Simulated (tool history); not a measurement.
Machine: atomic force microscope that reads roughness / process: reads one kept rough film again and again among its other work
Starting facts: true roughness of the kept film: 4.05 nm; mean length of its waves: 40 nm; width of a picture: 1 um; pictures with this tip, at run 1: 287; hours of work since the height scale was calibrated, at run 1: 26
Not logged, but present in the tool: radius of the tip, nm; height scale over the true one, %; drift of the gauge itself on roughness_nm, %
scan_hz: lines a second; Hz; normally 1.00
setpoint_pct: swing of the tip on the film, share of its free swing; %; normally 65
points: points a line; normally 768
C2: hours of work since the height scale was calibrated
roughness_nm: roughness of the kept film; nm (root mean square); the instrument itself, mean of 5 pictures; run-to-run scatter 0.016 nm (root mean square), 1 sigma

run 1 hour=0.0 | scan_hz=1.00 setpoint_pct=65 points=768 | pictures_with_this_tip=287 C2=26 | roughness_nm=3.432
run 2 hour=6.1 | scan_hz=1.00 setpoint_pct=65 points=768 | pictures_with_this_tip=298 C2=31 | roughness_nm=3.420
run 3 hour=17.7 | scan_hz=1.00 setpoint_pct=65 points=768 | pictures_with_this_tip=320 C2=41 | roughness_nm=3.382
run 4 hour=24.8 | scan_hz=1.00 setpoint_pct=65 points=768 | pictures_with_this_tip=334 C2=46 | roughness_nm=3.376
run 5 hour=36.2 | scan_hz=1.00 setpoint_pct=65 points=768 | pictures_with_this_tip=355 C2=55 | roughness_nm=3.363
run 6 hour=43.8 | scan_hz=1.00 setpoint_pct=65 points=768 | pictures_with_this_tip=370 C2=61 | roughness_nm=3.361
-- hour=48.6 new tip fitted
run 7 hour=52.0 | scan_hz=1.00 setpoint_pct=65 points=657 | pictures_with_this_tip=7 C2=67 | roughness_nm=3.745
run 8 hour=59.9 | scan_hz=1.00 setpoint_pct=65 points=657 | pictures_with_this_tip=22 C2=74 | roughness_nm=3.717
run 9 hour=65.6 | scan_hz=1.00 setpoint_pct=65 points=657 | pictures_with_this_tip=32 C2=78 | roughness_nm=3.708
run 10 hour=76.0 | scan_hz=0.89 setpoint_pct=65 points=606 | pictures_with_this_tip=52 C2=86 | roughness_nm=3.714
run 11 hour=85.9 | scan_hz=1.00 setpoint_pct=75 points=692 | pictures_with_this_tip=71 C2=94 | roughness_nm=3.605
run 12 hour=93.9 | scan_hz=0.90 setpoint_pct=83 points=777 | pictures_with_this_tip=86 C2=101 | roughness_nm=3.555
run 13 hour=103.3 | scan_hz=1.00 setpoint_pct=65 points=310 | pictures_with_this_tip=104 C2=108 | roughness_nm=3.607
run 14 hour=114.0 | scan_hz=0.90 setpoint_pct=65 points=883 | pictures_with_this_tip=124 C2=117 | roughness_nm=3.621
run 15 hour=121.6 | scan_hz=0.90 setpoint_pct=65 points=883 | pictures_with_this_tip=139 C2=123 | roughness_nm=3.620
run 16 hour=132.9 | scan_hz=0.90 setpoint_pct=65 points=883 | pictures_with_this_tip=160 C2=132 | roughness_nm=3.571

Each row is a separate what-if for the run after 16, all from the same tool condition, not one after another. Results?
run A hour=140.2 | scan_hz=0.98 setpoint_pct=65 points=768 | pictures_with_this_tip=174 C2=137 | roughness_nm=?
run B hour=140.2 | scan_hz=4.00 setpoint_pct=78 points=317 | pictures_with_this_tip=174 C2=137 | roughness_nm=?
run C hour=140.2 | scan_hz=1.82 setpoint_pct=65 points=619 | pictures_with_this_tip=174 C2=137 | roughness_nm=?

run=A roughness_nm=3.546
run=B roughness_nm=3.069
run=C roughness_nm=3.509
Had the tool no hidden state, the same runs would have come out as:
run=A roughness_nm=3.761
run=B roughness_nm=3.255
run=C roughness_nm=3.721

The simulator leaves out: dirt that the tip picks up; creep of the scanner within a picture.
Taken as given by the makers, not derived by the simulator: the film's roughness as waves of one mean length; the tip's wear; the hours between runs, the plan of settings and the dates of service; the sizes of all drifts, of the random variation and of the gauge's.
